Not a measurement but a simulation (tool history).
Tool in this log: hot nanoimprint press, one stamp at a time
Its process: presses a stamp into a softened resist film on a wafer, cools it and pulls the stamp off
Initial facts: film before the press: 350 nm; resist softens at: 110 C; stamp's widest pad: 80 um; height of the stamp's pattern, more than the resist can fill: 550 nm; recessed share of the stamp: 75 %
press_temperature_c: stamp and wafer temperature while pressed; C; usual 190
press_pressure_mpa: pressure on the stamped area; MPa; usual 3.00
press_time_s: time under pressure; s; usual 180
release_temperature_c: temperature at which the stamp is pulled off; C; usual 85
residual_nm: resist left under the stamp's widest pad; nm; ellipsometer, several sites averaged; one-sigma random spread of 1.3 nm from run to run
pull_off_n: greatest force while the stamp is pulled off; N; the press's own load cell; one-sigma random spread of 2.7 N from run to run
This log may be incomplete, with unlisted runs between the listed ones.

run	hour	press_temperature_c	press_pressure_mpa	press_time_s	release_temperature_c	residual_nm	pull_off_n
1	0.0	190	3.00	180	85	210.3	145
2	36.3	190	3.00	180	85	210.8	141
3	54.3	190	3.00	180	85	210.2	147
4	70.4	190	3.00	180	85	212.4	151
5	92.6	190	3.00	180	85	214.0	145
6	129.4	182	3.00	180	85	272.4	154
7	145.0	182	3.00	180	85	277.4	155
8	166.3	182	3.00	180	85	273.4	161
9	187.1	182	3.00	180	85	273.6	157
10	219.3	190	1.95	180	85	256.1	168
11	243.3	190	1.95	180	85	254.8	162
# hour 268.3: stamp cleaned and given a new release coat
12	271.9	190	1.95	180	85	253.7	127
13	300.5	190	1.95	180	85	255.0	133
14	331.7	190	1.95	180	85	255.3	136
15	366.1	190	1.95	180	89	255.8	131
16	398.2	184	3.00	282	79	240.6	151
17	423.7	184	3.00	282	79	240.6	152
18	438.6	180	2.24	124	77	317.2	159
19	473.9	180	2.09	124	78	325.2	161
20	491.8	180	2.09	124	78	323.3	161
21	513.3	185	4.57	277	78	198.4	164
22	546.8	180	1.90	155	90	321.7	136
23	583.3	180	1.97	155	72	323.2	179
24	600.4	199	3.16	105	73	183.9	191
25	622.9	199	3.16	105	73	183.0	179
# hour 629.5: plate thermocouple calibrated
26	647.0	190	2.41	180	85	223.5	157
27	669.6	181	2.33	295	82	270.7	162

3 ways to go on from here, each from the tool as it stands after run 27. What would each give?
A	685.3	181	2.59	295	76	?	?
B	685.3	185	1.87	180	84	?	?
C	685.3	181	2.33	295	90	?	?

run	residual_nm	pull_off_n
A	260.0	172
B	280.9	154
C	267.6	150
Had the tool no hidden state, the same runs would have come out as:
run	residual_nm	pull_off_n
A	257.6	136
B	279.3	122
C	265.6	119
